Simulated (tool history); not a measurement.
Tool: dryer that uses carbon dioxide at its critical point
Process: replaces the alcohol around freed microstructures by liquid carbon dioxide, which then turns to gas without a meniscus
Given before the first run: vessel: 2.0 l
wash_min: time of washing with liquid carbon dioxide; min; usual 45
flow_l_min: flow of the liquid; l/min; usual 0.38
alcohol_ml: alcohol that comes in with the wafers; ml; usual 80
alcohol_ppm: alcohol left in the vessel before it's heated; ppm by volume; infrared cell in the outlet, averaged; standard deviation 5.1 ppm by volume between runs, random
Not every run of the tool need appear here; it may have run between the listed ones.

run    hour  wash_min  flow_l_min  alcohol_ml  alcohol_ppm
  1       0        45        0.38          80          201
  2    25.5        45        0.38          93          217
  3    53.1        63        0.38          93          143
  4    78.4        63        0.38          93          144
  5   114.6        63       0.463          93          135
  6   160.7        63       0.463          93          131
  7   186.5        63       0.463          93          131
  8     224        63       0.463          93          141
  9   258.2        45        0.38          80          237
 10   278.2        45        0.38          80          248
 11   320.1        45        0.38          80          248
        337  -- inlet filter changed
 12   364.5        45        0.38          80          216
 13   399.2        45       0.392          80          211
 14     425        45        0.38          80          229
 15   458.4        45        0.38          80          214
 16   482.5        45        0.38          80          225
 17   505.1        45        0.38          80          244
 18     529        45        0.38          80          247
 19   576.2        27       0.241          63         3130
 20   608.6        27       0.241          63         3165
 21   637.2        69       0.472          80          176
 22   678.2        51        0.38         120          215
 23   698.5        60        0.38          43          183
 24   729.5        46       0.237         105         1211
 25   770.9        37       0.375          57          376
 26   792.5        38       0.335          80          608
 27   815.7        70       0.253          40          221
 28   854.6        70       0.253          40          225
 29   892.9        67        0.38          21          206
 30   925.6        67        0.38          21          198
      950.9  -- inlet filter changed
      968.5  -- purifier's bed changed
 31   968.6        45       0.622          80            8
 32  1000.3        45       0.622          80            6
 33  1033.9        45       0.555          52            7
 34  1076.3        46       0.431          44           25
 35  1106.1        46       0.431          44           30
 36  1147.3        27       0.315         105         2227

Each run again, without the hidden state but with its own random variation kept:
Unlogged tool condition in this case: flow that reaches the vessel past the clogged filter, %; alcohol in the recycled carbon dioxide, ppm; drift of the gauge itself on alcohol_ppm, %.
run  alcohol_ppm
  1           63
  2           70
  3           12
  4           12
  5            3
  6            0
  7            0
  8            0
  9           64
 10           72
 11           64
 12           64
 13           55
 14           68
 15           54
 16           61
 17           70
 18           67
 19         2747
 20         2754
 21            4
 22           33
 23            6
 24          849
 25          148
 26          326
 27           22
 28           28
 29           18
 30            2
 31            6
 32            2
 33            1
 34           14
 35           17
 36         2067
